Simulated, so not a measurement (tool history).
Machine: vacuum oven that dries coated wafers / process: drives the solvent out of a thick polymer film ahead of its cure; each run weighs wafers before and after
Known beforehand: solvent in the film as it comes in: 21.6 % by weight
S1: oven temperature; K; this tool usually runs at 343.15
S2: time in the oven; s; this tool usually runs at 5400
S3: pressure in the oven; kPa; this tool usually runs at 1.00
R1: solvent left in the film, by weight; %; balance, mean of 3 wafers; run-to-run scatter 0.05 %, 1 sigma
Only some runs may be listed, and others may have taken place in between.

run,hour,S1,S2,S3,R1
1,0.0,343.15,5400,1.00,3.89
2,15.5,343.15,5400,1.00,3.92
3,25.9,343.15,5400,1.00,3.98
4,34.9,343.15,5400,1.00,3.99
5,46.9,343.15,5400,1.00,3.93
6,65.9,343.15,5400,1.00,3.96
7,87.9,343.15,5400,2.63,4.75
8,97.3,343.15,5400,2.63,4.70
9,118.8,343.15,5400,2.63,4.75
10,134.7,336.15,5400,1.00,6.13
11,149.7,336.15,5400,1.00,6.10
12,159.2,343.15,5400,1.00,3.95
13,171.0,343.15,5400,1.00,4.03
14,188.6,343.15,5400,2.25,4.52
15,204.2,343.15,5400,2.25,4.57
16,214.7,343.15,5400,1.00,4.09
17,225.4,352.15,5400,3.19,2.70
18,239.6,352.15,5400,3.19,2.62
19,257.4,339.15,5400,1.30,5.30
20,273.2,343.15,3060,1.00,7.59
21,289.1,343.15,8160,1.00,2.18
22,306.2,350.15,5400,0.79,2.32
23,327.3,347.15,5400,0.56,2.83
24,338.8,332.15,4920,1.20,8.23
25,352.4,332.15,3060,1.12,10.83
26,363.1,352.15,3000,1.00,4.90
27,377.0,352.15,3000,1.00,4.95
28,390.5,352.15,3000,1.00,4.93
29,401.6,343.15,5820,0.75,3.59
30,414.3,336.15,7140,1.00,4.54
31,431.0,338.15,3000,1.93,9.49

Here are 5 independent what-if runs from the current tool condition. What would each one return?
A,443.5,355.15,2700,0.59,?
B,443.5,333.15,5400,1.00,?
C,443.5,328.15,5400,1.36,?
D,443.5,333.15,2760,1.00,?
E,443.5,354.15,2820,0.89,?

run,R1
A,4.77
B,7.08
C,9.09
D,11.25
E,4.76
Without the tool's unlogged condition, the same runs would have read:
run,R1
A,4.54
B,6.76
C,8.76
D,10.99
E,4.53

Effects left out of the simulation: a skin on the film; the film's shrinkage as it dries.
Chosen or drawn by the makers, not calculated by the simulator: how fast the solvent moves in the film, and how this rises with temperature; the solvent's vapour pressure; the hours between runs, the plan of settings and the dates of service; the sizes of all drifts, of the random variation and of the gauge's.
